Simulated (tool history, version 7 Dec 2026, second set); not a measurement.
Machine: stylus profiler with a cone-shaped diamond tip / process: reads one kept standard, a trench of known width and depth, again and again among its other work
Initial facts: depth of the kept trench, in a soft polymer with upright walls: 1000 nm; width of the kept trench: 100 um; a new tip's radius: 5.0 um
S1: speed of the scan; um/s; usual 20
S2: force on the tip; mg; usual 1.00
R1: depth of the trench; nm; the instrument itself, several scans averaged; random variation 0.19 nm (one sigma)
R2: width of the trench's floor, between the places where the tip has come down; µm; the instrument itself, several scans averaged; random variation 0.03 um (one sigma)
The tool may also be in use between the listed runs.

run 1 hour=0.0 | S1=20 S2=1.00 | R1=1003.58 R2=93.82
run 2 hour=19.0 | S1=20 S2=1.00 | R1=1003.52 R2=93.75
run 3 hour=38.0 | S1=20 S2=1.00 | R1=1003.45 R2=93.79
run 4 hour=60.3 | S1=20 S2=1.00 | R1=1003.73 R2=93.84
run 5 hour=84.4 | S1=20 S2=1.00 | R1=1003.41 R2=93.86
run 6 hour=113.4 | S1=20 S2=1.00 | R1=1003.56 R2=93.77
run 7 hour=144.0 | S1=20 S2=0.58 | R1=1002.55 R2=93.78
run 8 hour=160.0 | S1=20 S2=1.00 | R1=1003.45 R2=93.90
run 9 hour=187.0 | S1=20 S2=0.73 | R1=1002.55 R2=93.77
run 10 hour=217.4 | S1=20 S2=1.00 | R1=1003.51 R2=93.82
run 11 hour=231.3 | S1=20 S2=1.22 | R1=1004.28 R2=93.80
run 12 hour=249.7 | S1=20 S2=0.74 | R1=1002.77 R2=93.75
run 13 hour=264.9 | S1=20 S2=0.74 | R1=1003.14 R2=93.77
run 14 hour=288.8 | S1=20 S2=1.00 | R1=1003.48 R2=93.79
run 15 hour=314.1 | S1=20 S2=1.00 | R1=1003.23 R2=93.84
run 16 hour=342.9 | S1=18 S2=1.00 | R1=1003.20 R2=93.85
run 17 hour=363.9 | S1=18 S2=1.00 | R1=1003.74 R2=93.85
run 18 hour=392.7 | S1=20 S2=2.98 | R1=1006.97 R2=93.86
run 19 hour=423.9 | S1=20 S2=2.98 | R1=1006.98 R2=93.84
run 20 hour=447.1 | S1=58 S2=0.36 | R1=1001.49 R2=93.14
run 21 hour=465.0 | S1=9 S2=0.65 | R1=1002.67 R2=93.92
run 22 hour=492.1 | S1=9 S2=1.68 | R1=1005.03 R2=93.95
run 23 hour=521.0 | S1=26 S2=1.86 | R1=1005.42 R2=93.78
run 24 hour=535.5 | S1=11 S2=1.94 | R1=1005.33 R2=93.89
run 25 hour=552.4 | S1=11 S2=1.74 | R1=1005.06 R2=93.87
run 26 hour=583.8 | S1=20 S2=0.55 | R1=1002.38 R2=93.72
run 27 hour=615.8 | S1=6 S2=1.23 | R1=1003.94 R2=93.94
run 28 hour=630.5 | S1=6 S2=1.23 | R1=1004.15 R2=93.87
run 29 hour=653.6 | S1=68 S2=0.36 | R1=1001.65 R2=93.07
run 30 hour=682.6 | S1=68 S2=0.36 | R1=1001.83 R2=92.97
run 31 hour=714.2 | S1=68 S2=0.36 | R1=1001.46 R2=92.94
run 32 hour=730.6 | S1=6 S2=1.50 | R1=1004.70 R2=93.94
run 33 hour=756.0 | S1=24 S2=0.58 | R1=1002.28 R2=93.71
-- hour=767.1 height scale calibrated on a step standard
run 34 hour=771.7 | S1=24 S2=0.58 | R1=1002.66 R2=93.70
run 35 hour=791.3 | S1=23 S2=0.58 | R1=1002.33 R2=93.77

Run 36 is up next; what results do you expect?
run 36 hour=816.5 | S1=14 S2=0.89 | R1=? R2=?

R1: 1003.00 nm
R2: 93.84 µm
The same run, on a tool lacking any hidden state, would have yielded R1 1003.00 nm, R2 93.85 µm.
